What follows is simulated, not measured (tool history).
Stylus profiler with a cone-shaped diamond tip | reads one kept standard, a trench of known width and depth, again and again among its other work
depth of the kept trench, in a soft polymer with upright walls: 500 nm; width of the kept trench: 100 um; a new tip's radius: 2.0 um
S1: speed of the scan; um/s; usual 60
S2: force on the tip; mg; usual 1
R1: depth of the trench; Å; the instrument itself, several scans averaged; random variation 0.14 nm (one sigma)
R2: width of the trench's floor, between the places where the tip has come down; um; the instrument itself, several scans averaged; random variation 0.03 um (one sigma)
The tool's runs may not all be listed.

Run 1, hour 0: usual settings. Result: R1 5018.1 Å, R2 96.82 um.
Run 2, hour 20.5: usual settings but S1 189 um/s. Result: R1 5014.8 Å, R2 95.73 um.
Run 3, hour 37.5: usual settings but S1 189 um/s. Result: R1 5014.7 Å, R2 95.76 um.
Run 4, hour 57.8: usual settings but S2 0.6 mg. Result: R1 5009.3 Å, R2 96.72 um.
Run 5, hour 70.1: usual settings but S2 0.52 mg. Result: R1 5009.2 Å, R2 96.67 um.
Run 6, hour 91.8: usual settings but S1 159 um/s. Result: R1 5016.5 Å, R2 96.02 um.
Run 7, hour 105.1: usual settings but S1 106 um/s. Result: R1 5013.9 Å, R2 96.42 um.
Run 8, hour 123.2: usual settings. Result: R1 5013.3 Å, R2 96.82 um.
Run 9, hour 139.9: usual settings but S1 18 um/s. Result: R1 5015.5 Å, R2 97.18 um.
Run 10, hour 163.4: usual settings but S1 18 um/s. Result: R1 5014.8 Å, R2 97.15 um.
Run 11, hour 181.8: usual settings but S1 18 um/s, S2 2.53 mg. Result: R1 5028.8 Å, R2 97.25 um.
Run 12, hour 192.7: usual settings but S1 18 um/s, S2 2.53 mg. Result: R1 5029.2 Å, R2 97.28 um.
Run 13, hour 205.7: usual settings. Result: R1 5013.7 Å, R2 96.86 um.
Run 14, hour 225.4: usual settings. Result: R1 5013.8 Å, R2 96.88 um.
Run 15, hour 242.8: usual settings. Result: R1 5016.5 Å, R2 96.87 um.
Run 16, hour 263.7: usual settings but S1 152 um/s. Result: R1 5016.4 Å, R2 96.06 um.
Run 17, hour 284.8: usual settings but S1 152 um/s. Result: R1 5016.4 Å, R2 96.03 um.
Run 18, hour 296.1: usual settings but S1 152 um/s. Result: R1 5015.4 Å, R2 96.11 um.
Run 19, hour 310.5: usual settings. Result: R1 5015.2 Å, R2 96.82 um.
Run 20, hour 323.3: usual settings. Result: R1 5017 Å, R2 96.79 um.
Run 21, hour 341: usual settings but S2 0.38 mg. Result: R1 5009.6 Å, R2 96.53 um.
Run 22, hour 361.1: usual settings but S2 0.38 mg. Result: R1 5008.6 Å, R2 96.53 um.
Run 23, hour 378.2: usual settings but S2 0.38 mg. Result: R1 5009.5 Å, R2 96.53 um.
Run 24, hour 389.9: usual settings but S1 45 um/s, S2 1.07 mg. Result: R1 5015 Å, R2 96.97 um.
Run 25, hour 414.3: usual settings but S1 45 um/s, S2 1.07 mg. Result: R1 5016.8 Å, R2 96.96 um.
Run 26, hour 431.9: usual settings but S1 45 um/s, S2 1.07 mg. Result: R1 5016.7 Å, R2 96.95 um.
At hour 444.3: new tip fitted, height scale calibrated.
Run 27, hour 453.6: usual settings but S1 41 um/s, S2 2.42 mg. Result: R1 5030 Å, R2 97.12 um.
Run 28, hour 476.4: usual settings but S1 194 um/s, S2 2.42 mg. Result: R1 5028.4 Å, R2 96.29 um.
Run 29, hour 500: usual settings but S1 194 um/s, S2 2.42 mg. Result: R1 5028.8 Å, R2 96.23 um.
Run 30, hour 522.6: usual settings but S1 68 um/s, S2 0.42 mg. Result: R1 5007.5 Å, R2 96.44 um.
Run 31, hour 538.4: usual settings but S1 68 um/s, S2 1.81 mg. Result: R1 5019.9 Å, R2 96.95 um.
Run 32, hour 557.7: usual settings but S1 68 um/s, S2 2.79 mg. Result: R1 5031.4 Å, R2 96.97 um.
Run 33, hour 574.7: usual settings but S1 17 um/s, S2 1.35 mg. Result: R1 5017.9 Å, R2 97.28 um.
Run 34, hour 592.5: usual settings but S1 21 um/s, S2 1.03 mg. Result: R1 5016.1 Å, R2 97.14 um.
Run 35, hour 602.5: usual settings but S1 21 um/s, S2 1.03 mg. Result: R1 5014.9 Å, R2 97.21 um.
Run 36, hour 617.2: usual settings but S1 22 um/s, S2 1.1 mg. Result: R1 5017.6 Å, R2 97.17 um.
Run 37, hour 634.2: usual settings but S1 122 um/s, S2 0.44 mg. Result: R1 5008.3 Å, R2 95.84 um.
Run 38, hour 656.5: usual settings but S1 21 um/s, S2 2.66 mg. Result: R1 5029.6 Å, R2 97.24 um.
Run 39, hour 673.6: usual settings but S1 18 um/s, S2 0.38 mg. Result: R1 5008.2 Å, R2 97.11 um.
Run 40, hour 684.9: usual settings but S1 76 um/s, S2 1.68 mg. Result: R1 5022 Å, R2 96.87 um.
Run 41, hour 706.2: usual settings but S1 151 um/s, S2 1.68 mg. Result: R1 5020.3 Å, R2 96.35 um.
Run 42, hour 722.8: usual settings but S1 151 um/s, S2 1.68 mg. Result: R1 5021.9 Å, R2 96.37 um.
Run 43, hour 736: usual settings but S1 151 um/s, S2 1.68 mg. Result: R1 5023.8 Å, R2 96.4 um.

Forecast each of these 4 alternatives for the next run:
Run A, hour 750.1: usual settings but S1 31 um/s, S2 0.62 mg. Result: R1 ?, R2 ?.
Run B, hour 750.1: usual settings but S1 115 um/s, S2 1.14 mg. Result: R1 ?, R2 ?.
Run C, hour 750.1: usual settings but S1 151 um/s, S2 2.67 mg. Result: R1 ?, R2 ?.
Run D, hour 750.1: usual settings but S1 21 um/s, S2 0.93 mg. Result: R1 ?, R2 ?.

run      R1     R2
  A  5010.5  97.05
  B  5018.3  96.47
  C  5029.7  96.57
  D  5016.1  97.16
Without the tool's hidden state the same runs would have given:
run      R1     R2
  A  5010.5  97.05
  B  5018.4  96.48
  C  5029.7  96.57
  D  5016.2  97.17

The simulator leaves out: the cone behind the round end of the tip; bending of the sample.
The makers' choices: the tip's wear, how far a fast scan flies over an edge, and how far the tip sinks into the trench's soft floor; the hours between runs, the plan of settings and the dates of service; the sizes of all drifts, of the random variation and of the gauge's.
